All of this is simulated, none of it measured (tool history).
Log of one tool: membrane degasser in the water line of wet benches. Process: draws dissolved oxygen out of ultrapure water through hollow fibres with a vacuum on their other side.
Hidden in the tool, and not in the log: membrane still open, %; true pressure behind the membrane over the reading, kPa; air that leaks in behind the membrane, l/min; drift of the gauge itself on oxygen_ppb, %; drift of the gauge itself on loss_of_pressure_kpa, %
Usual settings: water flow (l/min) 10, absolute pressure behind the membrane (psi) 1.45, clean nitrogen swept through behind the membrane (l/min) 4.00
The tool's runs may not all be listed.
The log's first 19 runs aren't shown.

run    hour  water flow (l/min)  absolute pressure behind the membrane (psi)  clean nitrogen swept through behind the membrane (l/min)  hours since the membrane was changed  hours since the vacuum gauge was calibrated  hours since the vacuum lines were made tight  dissolved oxygen in the water behind the degasser (ppb)  pressure that the water loses in the fibres (psi)
 20  1056.7                  10                                         1.73                                                      2.22                                  3764                                         2006                                          2173                                                     97.3                                              4.667
 21  1132.0                  10                                         1.73                                                      2.22                                  3839                                         2081                                          2248                                                     97.0                                              4.709
 22  1168.6                  10                                         1.73                                                      2.22                                  3876                                         2118                                          2285                                                     96.7                                              4.734
 23  1225.9                  10                                         1.73                                                      2.22                                  3933                                         2175                                          2342                                                     97.7                                              4.682
 24  1277.5                  10                                         1.22                                                      7.19                                  3985                                         2227                                          2394                                                     20.8                                              4.741
 25  1363.1                  15                                         1.22                                                      2.11                                  4070                                         2313                                          2479                                                    118.5                                              7.046
 26  1430.6                  15                                         1.22                                                      2.11                                  4138                                         2380                                          2547                                                    117.8                                              7.107
 27  1479.7                   6                                         1.45                                                      4.00                                  4187                                         2429                                          2596                                                     25.6                                              2.830
 28  1560.3                   6                                         2.29                                                      4.00                                  4267                                         2510                                          2677                                                     48.1                                              2.863
 29  1624.1                  15                                         1.45                                                      4.00                                  4331                                         2574                                          2740                                                     91.5                                              7.139
 30  1686.9                  15                                         1.45                                                      4.00                                  4394                                         2636                                          2803                                                     92.5                                              7.132
 31  1772.3                   6                                         1.33                                                      2.26                                  4479                                         2722                                          2889                                                     39.7                                              2.824
 32  1815.7                   8                                         1.45                                                      4.48                                  4523                                         2765                                          2932                                                     31.0                                              3.803

3 ways to go on from here, each from the tool as it stands after run 32. What would each give?
  A  1854.1                   9                                         1.57                                                      2.14                                  4561                                         2804                                          2970                                                        ?                                                  ?
  B  1854.1                  13                                         1.90                                                      4.00                                  4561                                         2804                                          2970                                                        ?                                                  ?
  C  1854.1                   8                                         1.45                                                      4.00                                  4561                                         2804                                          2970                                                        ?                                                  ?

run  dissolved oxygen in the water behind the degasser (ppb)  pressure that the water loses in the fibres (psi)
  A                                                     78.5                                              4.299
  B                                                     92.0                                              6.221
  C                                                     33.7                                              3.810
Without the tool's hidden state the same runs would have given:
run  dissolved oxygen in the water behind the degasser (ppb)  pressure that the water loses in the fibres (psi)
  A                                                     78.5                                              4.208
  B                                                     92.0                                              6.090
  C                                                     33.6                                              3.730
